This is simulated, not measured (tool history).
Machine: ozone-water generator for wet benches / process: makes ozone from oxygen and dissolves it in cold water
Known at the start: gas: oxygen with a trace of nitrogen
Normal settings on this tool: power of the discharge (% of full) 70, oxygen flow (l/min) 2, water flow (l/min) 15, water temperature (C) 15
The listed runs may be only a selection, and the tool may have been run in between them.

run,hour,power of the discharge (% of full),oxygen flow (l/min),water flow (l/min),water temperature (C),dissolved ozone (ppm),ozone in the gas ahead of the water (g/m3)
1,0,70,2,15,15,12.8,188.1
2,119,70,2,15,15,12.7,188.8
3,197.5,56,2,15,15,11.1,160
4,304.3,70,2,15,15,12.9,188.1
5,445.9,70,2,15,15,12.8,186
6,527.8,70,2,15,15,12.7,186.8
7,639.2,70,2,15,15,12.6,186.3
8,702,70,2,15,15,12.5,185.6
9,804.2,70,2,15,15,12.5,185.5
10,899.1,70,2,15,15,12.5,185
11,984.9,70,2,15,15,12.4,186.2
12,1105.3,70,2,15,12,13,185.7
13,1230.7,70,2,17,15,11.1,185.1
14,1310.7,70,2,17,15,10.9,186.6
15,1415.6,70,2,15,15,12.6,187
16,1525.2,70,2,15,15,12.2,185.5
17,1623.1,61,2,15,15,11.4,168.8
18,1711.1,61,2,15,15,11.5,167.5
19,1799.8,60,2,15,19,11.1,167.3
20,1939.4,45,3.19,15,10,10.3,102.4
21,2022.2,45,3.19,15,10,10,103.5
# hour 2034.9: water thermometer calibrated
22,2097.3,45,3.19,15,10,10,103.8
23,2206.7,83,3.19,21,10,10.4,151.4
24,2287.9,71,2.24,9,13,21.1,172.9
25,2415.2,70,2,14,13,13.1,183.5
# hour 2485.2: contactor cleaned
26,2490.7,97,2,15,15,15.8,225.1
27,2631.5,65,2.14,11,14,17,168.3
# hour 2704.3: water thermometer calibrated, once more
28,2759.8,70,2,15,9,13.4,183.1
29,2829.6,70,2,14,9,14.4,182
30,2966.6,70,2,14,12,14,181.2
31,3030.7,62,3.39,13,19,13,122.5
32,3110.1,73,1.49,13,19,14.3,226.6
33,3221,61,2.24,16,13,11.2,153.4

Measured less the same run without the tool's hidden state. The same run-to-run variation is in both; the gauge's scatter may not be:
Hidden state at play: yield of the discharge, % of new electrodes'; contactor's efficiency, % of a clean one's; true water temperature over the reading, C; drift of the gauge itself on ozone_ppm, %; drift of the gauge itself on gas_g_m3, %.
run,dissolved ozone (ppm),ozone in the gas ahead of the water (g/m3)
1,-1.2,-11.1
2,-1.2,-11.4
3,-1,-8.2
4,-1.2,-11.7
5,-1.3,-12
6,-1.2,-12
7,-1.3,-12.3
8,-1.3,-12.5
9,-1.4,-12.6
10,-1.4,-12.7
11,-1.4,-13
12,-1.4,-13.3
13,-1.2,-13.5
14,-1.3,-13.8
15,-1.4,-14
16,-1.4,-14.1
17,-1.2,-11.8
18,-1.3,-11.8
19,-1.2,-11.8
20,-1,-5.7
21,-1,-5.8
22,-1.1,-5.9
23,-1.6,-14.4
24,-2.5,-14.9
25,-1.8,-15.8
26,-1.8,-24.3
27,-1.6,-14.2
28,-1.3,-16.6
29,-1.4,-16.6
30,-1.3,-16.9
31,-1.2,-10.4
32,-1.4,-21.9
33,-1,-13.3
